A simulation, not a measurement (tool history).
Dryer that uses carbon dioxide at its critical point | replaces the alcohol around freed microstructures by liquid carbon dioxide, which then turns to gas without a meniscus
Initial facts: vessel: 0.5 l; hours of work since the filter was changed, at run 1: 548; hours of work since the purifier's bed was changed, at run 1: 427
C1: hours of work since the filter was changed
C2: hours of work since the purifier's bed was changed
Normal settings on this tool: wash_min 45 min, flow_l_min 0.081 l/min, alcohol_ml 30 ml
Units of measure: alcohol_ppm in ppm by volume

{"run": 1, "hour": 0.0, "wash_min": 45, "flow_l_min": 0.081, "alcohol_ml": 30, "C1": 548, "C2": 427, "alcohol_ppm": 288}
{"hour": 20.9, "done": "inlet filter changed"}
{"run": 2, "hour": 22.1, "wash_min": 45, "flow_l_min": 0.081, "alcohol_ml": 30, "C1": 1, "C2": 436, "alcohol_ppm": 168}
{"run": 3, "hour": 47.1, "wash_min": 45, "flow_l_min": 0.081, "alcohol_ml": 30, "C1": 11, "C2": 447, "alcohol_ppm": 172}
{"run": 4, "hour": 82.6, "wash_min": 45, "flow_l_min": 0.081, "alcohol_ml": 30, "C1": 27, "C2": 462, "alcohol_ppm": 178}
{"run": 5, "hour": 107.1, "wash_min": 45, "flow_l_min": 0.081, "alcohol_ml": 30, "C1": 37, "C2": 473, "alcohol_ppm": 187}
{"run": 6, "hour": 125.1, "wash_min": 45, "flow_l_min": 0.083, "alcohol_ml": 30, "C1": 45, "C2": 480, "alcohol_ppm": 173}
{"run": 7, "hour": 164.3, "wash_min": 45, "flow_l_min": 0.083, "alcohol_ml": 30, "C1": 62, "C2": 497, "alcohol_ppm": 178}
{"run": 8, "hour": 204.9, "wash_min": 45, "flow_l_min": 0.083, "alcohol_ml": 30, "C1": 79, "C2": 515, "alcohol_ppm": 183}
{"run": 9, "hour": 232.9, "wash_min": 45, "flow_l_min": 0.083, "alcohol_ml": 27, "C1": 91, "C2": 527, "alcohol_ppm": 173}
{"run": 10, "hour": 265.6, "wash_min": 45, "flow_l_min": 0.083, "alcohol_ml": 27, "C1": 105, "C2": 541, "alcohol_ppm": 189}
{"run": 11, "hour": 297.6, "wash_min": 45, "flow_l_min": 0.083, "alcohol_ml": 27, "C1": 119, "C2": 555, "alcohol_ppm": 194}
{"run": 12, "hour": 318.1, "wash_min": 45, "flow_l_min": 0.083, "alcohol_ml": 27, "C1": 128, "C2": 563, "alcohol_ppm": 197}
{"run": 13, "hour": 341.3, "wash_min": 45, "flow_l_min": 0.083, "alcohol_ml": 27, "C1": 138, "C2": 573, "alcohol_ppm": 196}
{"run": 14, "hour": 381.4, "wash_min": 45, "flow_l_min": 0.083, "alcohol_ml": 27, "C1": 155, "C2": 591, "alcohol_ppm": 212}
{"run": 15, "hour": 398.8, "wash_min": 45, "flow_l_min": 0.0735, "alcohol_ml": 30, "C1": 163, "C2": 598, "alcohol_ppm": 291}
{"run": 16, "hour": 429.9, "wash_min": 45, "flow_l_min": 0.081, "alcohol_ml": 30, "C1": 176, "C2": 612, "alcohol_ppm": 224}
{"run": 17, "hour": 456.1, "wash_min": 45, "flow_l_min": 0.081, "alcohol_ml": 30, "C1": 187, "C2": 623, "alcohol_ppm": 243}
{"run": 18, "hour": 480.1, "wash_min": 45, "flow_l_min": 0.081, "alcohol_ml": 30, "C1": 198, "C2": 633, "alcohol_ppm": 241}
{"run": 19, "hour": 501.6, "wash_min": 45, "flow_l_min": 0.1085, "alcohol_ml": 30, "C1": 207, "C2": 642, "alcohol_ppm": 159}
{"run": 20, "hour": 526.3, "wash_min": 45, "flow_l_min": 0.1085, "alcohol_ml": 30, "C1": 218, "C2": 653, "alcohol_ppm": 162}
{"run": 21, "hour": 551.4, "wash_min": 45, "flow_l_min": 0.0784, "alcohol_ml": 20, "C1": 228, "C2": 664, "alcohol_ppm": 227}
{"run": 22, "hour": 575.6, "wash_min": 45, "flow_l_min": 0.0784, "alcohol_ml": 20, "C1": 239, "C2": 674, "alcohol_ppm": 247}
{"run": 23, "hour": 607.1, "wash_min": 45, "flow_l_min": 0.0784, "alcohol_ml": 20, "C1": 252, "C2": 688, "alcohol_ppm": 249}
{"run": 24, "hour": 627.2, "wash_min": 59, "flow_l_min": 0.0526, "alcohol_ml": 114, "C1": 261, "C2": 697, "alcohol_ppm": 1268}
{"run": 25, "hour": 644.2, "wash_min": 33, "flow_l_min": 0.0526, "alcohol_ml": 114, "C1": 268, "C2": 704, "alcohol_ppm": 11793}
{"run": 26, "hour": 680.6, "wash_min": 68, "flow_l_min": 0.0526, "alcohol_ml": 114, "C1": 284, "C2": 719, "alcohol_ppm": 685}
{"run": 27, "hour": 722.6, "wash_min": 45, "flow_l_min": 0.1193, "alcohol_ml": 42, "C1": 302, "C2": 738, "alcohol_ppm": 172}
{"run": 28, "hour": 748.9, "wash_min": 45, "flow_l_min": 0.0659, "alcohol_ml": 30, "C1": 313, "C2": 749, "alcohol_ppm": 550}
{"run": 29, "hour": 775.7, "wash_min": 30, "flow_l_min": 0.1111, "alcohol_ml": 67, "C1": 325, "C2": 760, "alcohol_ppm": 618}
{"run": 30, "hour": 815.6, "wash_min": 30, "flow_l_min": 0.1325, "alcohol_ml": 67, "C1": 342, "C2": 778, "alcohol_ppm": 347}
{"run": 31, "hour": 845.5, "wash_min": 30, "flow_l_min": 0.1325, "alcohol_ml": 67, "C1": 355, "C2": 790, "alcohol_ppm": 321}
{"run": 32, "hour": 878.7, "wash_min": 29, "flow_l_min": 0.1057, "alcohol_ml": 113, "C1": 369, "C2": 805, "alcohol_ppm": 1455}
{"run": 33, "hour": 912.5, "wash_min": 29, "flow_l_min": 0.1057, "alcohol_ml": 113, "C1": 384, "C2": 819, "alcohol_ppm": 1473}
{"run": 34, "hour": 945.9, "wash_min": 41, "flow_l_min": 0.0615, "alcohol_ml": 30, "C1": 398, "C2": 834, "alcohol_ppm": 1118}
{"run": 35, "hour": 977.5, "wash_min": 41, "flow_l_min": 0.0615, "alcohol_ml": 30, "C1": 412, "C2": 847, "alcohol_ppm": 1126}
{"run": 36, "hour": 1003.9, "wash_min": 30, "flow_l_min": 0.0508, "alcohol_ml": 85, "C1": 423, "C2": 859, "alcohol_ppm": 14588}
{"run": 37, "hour": 1029.4, "wash_min": 60, "flow_l_min": 0.0517, "alcohol_ml": 28, "C1": 434, "C2": 870, "alcohol_ppm": 550}
{"run": 38, "hour": 1056.5, "wash_min": 37, "flow_l_min": 0.0871, "alcohol_ml": 22, "C1": 446, "C2": 881, "alcohol_ppm": 407}
{"run": 39, "hour": 1077.1, "wash_min": 43, "flow_l_min": 0.094, "alcohol_ml": 45, "C1": 455, "C2": 890, "alcohol_ppm": 306}

Had the tool no unlogged condition, and each run kept its random variation, what would the results have been?
Unlogged tool condition in this case: flow that reaches the vessel past the clogged filter, %; alcohol in the recycled carbon dioxide, ppm; drift of the gauge itself on alcohol_ppm, %.
run=1 alcohol_ppm=73
run=2 alcohol_ppm=70
run=3 alcohol_ppm=72
run=4 alcohol_ppm=70
run=5 alcohol_ppm=76
run=6 alcohol_ppm=63
run=7 alcohol_ppm=61
run=8 alcohol_ppm=58
run=9 alcohol_ppm=49
run=10 alcohol_ppm=58
run=11 alcohol_ppm=59
run=12 alcohol_ppm=54
run=13 alcohol_ppm=53
run=14 alcohol_ppm=60
run=15 alcohol_ppm=121
run=16 alcohol_ppm=65
run=17 alcohol_ppm=78
run=18 alcohol_ppm=72
run=19 alcohol_ppm=11
run=20 alcohol_ppm=11
run=21 alcohol_ppm=55
run=22 alcohol_ppm=64
run=23 alcohol_ppm=64
run=24 alcohol_ppm=737
run=25 alcohol_ppm=9168
run=26 alcohol_ppm=319
run=27 alcohol_ppm=9
run=28 alcohol_ppm=240
run=29 alcohol_ppm=261
run=30 alcohol_ppm=96
run=31 alcohol_ppm=69
run=32 alcohol_ppm=709
run=33 alcohol_ppm=704
run=34 alcohol_ppm=558
run=35 alcohol_ppm=550
run=36 alcohol_ppm=10355
run=37 alcohol_ppm=182
run=38 alcohol_ppm=110
run=39 alcohol_ppm=44
